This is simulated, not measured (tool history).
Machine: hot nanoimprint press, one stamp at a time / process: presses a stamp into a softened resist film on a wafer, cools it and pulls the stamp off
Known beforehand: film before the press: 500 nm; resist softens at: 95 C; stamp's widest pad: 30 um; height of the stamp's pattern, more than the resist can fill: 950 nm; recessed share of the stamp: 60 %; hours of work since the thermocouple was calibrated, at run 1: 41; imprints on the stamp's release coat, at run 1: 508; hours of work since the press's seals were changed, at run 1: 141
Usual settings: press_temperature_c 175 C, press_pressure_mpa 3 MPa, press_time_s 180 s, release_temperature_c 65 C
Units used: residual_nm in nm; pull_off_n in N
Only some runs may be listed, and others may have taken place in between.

| run | hour | press_temperature_c | press_pressure_mpa | press_time_s | release_temperature_c | hours of work since the thermocouple was calibrated | imprints on the stamp's release coat | hours of work since the press's seals were changed | residual_nm | pull_off_n |
|---|---|---|---|---|---|---|---|---|---|---|
| 1 | 0 | 175 | 3 | 180 | 65 | 41 | 508 | 141 | 176 | 163 |
| 2 | 64.6 | 175 | 3 | 180 | 65 | 80 | 754 | 180 | 174.9 | 160 |
| 3 | 111.7 | 175 | 3 | 180 | 72 | 108 | 934 | 208 | 176.1 | 141 |
|  | 132.3 | stamp cleaned and given a new release coat |
| 4 | 157.5 | 175 | 3 | 180 | 72 | 132 | 96 | 232 | 177.4 | 142 |
| 5 | 195.4 | 175 | 3 | 180 | 72 | 154 | 241 | 255 | 176.4 | 138 |
| 6 | 257.7 | 175 | 3 | 180 | 72 | 192 | 478 | 292 | 179 | 141 |
| 7 | 333.7 | 175 | 3 | 180 | 72 | 237 | 769 | 337 | 176.5 | 142 |
|  | 398.2 | stamp cleaned and given a new release coat |
| 8 | 398.2 | 175 | 3 | 180 | 72 | 272 | 0 | 372 | 177.2 | 142 |
| 9 | 430.1 | 175 | 3 | 180 | 72 | 291 | 121 | 392 | 177.5 | 143 |
| 10 | 496.6 | 175 | 3 | 180 | 72 | 331 | 375 | 431 | 175.5 | 136 |
| 11 | 538.9 | 175 | 3 | 180 | 65 | 356 | 537 | 457 | 175.9 | 164 |
| 12 | 609.5 | 171 | 3 | 180 | 65 | 398 | 806 | 499 | 200.3 | 157 |
| 13 | 653.2 | 175 | 3 | 91 | 65 | 425 | 973 | 525 | 222.2 | 162 |
|  | 663.9 | stamp cleaned and given a new release coat |
| 14 | 736.2 | 185 | 2.53 | 263 | 65 | 471 | 276 | 571 | 128.8 | 166 |
| 15 | 806.2 | 185 | 2.53 | 263 | 65 | 513 | 543 | 613 | 128.1 | 165 |
|  | 850.4 | plate thermocouple calibrated |
| 16 | 883.8 | 173 | 3 | 182 | 60 | 20 | 828 | 658 | 187.8 | 179 |
|  | 932.4 | stamp cleaned and given a new release coat |
| 17 | 956.6 | 175 | 3.07 | 151 | 69 | 60 | 93 | 697 | 188.4 | 145 |
| 18 | 1000.7 | 175 | 3.07 | 151 | 69 | 86 | 261 | 724 | 185.9 | 150 |
| 19 | 1060.1 | 175 | 3.07 | 151 | 69 | 122 | 488 | 759 | 184.7 | 149 |
| 20 | 1108.5 | 175 | 3.07 | 151 | 69 | 151 | 673 | 788 | 185.8 | 148 |
| 21 | 1160.5 | 167 | 3.23 | 180 | 65 | 182 | 871 | 819 | 219.6 | 162 |
|  | 1199.8 | stamp cleaned and given a new release coat |
| 22 | 1204.2 | 167 | 3.23 | 180 | 65 | 205 | 17 | 842 | 218.6 | 161 |
| 23 | 1242.8 | 164 | 3.48 | 247 | 53 | 228 | 164 | 865 | 207.4 | 199 |
| 24 | 1289 | 175 | 3 | 180 | 58 | 255 | 340 | 893 | 177 | 187 |
| 25 | 1364 | 175 | 1.96 | 106 | 64 | 300 | 627 | 938 | 266.9 | 162 |
| 26 | 1426.4 | 175 | 2.11 | 126 | 63 | 337 | 865 | 975 | 245.2 | 169 |

Consider 4 possible next runs. They are alternatives, not a sequence: every one starts from the tool as it was left by run 26. What does each give?
|  | 1467.4 | stamp cleaned and given a new release coat |
|  | 1482.8 | press's hydraulic seals changed and the load cell set to zero |
| A | 1506.8 | 182 | 3 | 180 | 64 | 377 | 120 | 14 | ? | ? |
|  | 1467.4 | stamp cleaned and given a new release coat |
|  | 1482.8 | press's hydraulic seals changed and the load cell set to zero |
| B | 1506.8 | 168 | 3 | 180 | 65 | 377 | 120 | 14 | ? | ? |
|  | 1467.4 | stamp cleaned and given a new release coat |
|  | 1482.8 | press's hydraulic seals changed and the load cell set to zero |
| C | 1506.8 | 185 | 2.11 | 216 | 63 | 377 | 120 | 14 | ? | ? |
|  | 1467.4 | stamp cleaned and given a new release coat |
|  | 1482.8 | press's hydraulic seals changed and the load cell set to zero |
| D | 1506.8 | 175 | 2.11 | 126 | 67 | 377 | 120 | 14 | ? | ? |

| run | residual_nm | pull_off_n |
|---|---|---|
| A | 142.5 | 165 |
| B | 224.4 | 160 |
| C | 151.2 | 166 |
| D | 242.5 | 158 |
Without the tool's hidden state the same runs would have given:
| run | residual_nm | pull_off_n |
|---|---|---|
| A | 142.4 | 165 |
| B | 224.3 | 160 |
| C | 151.1 | 166 |
| D | 242.4 | 157 |
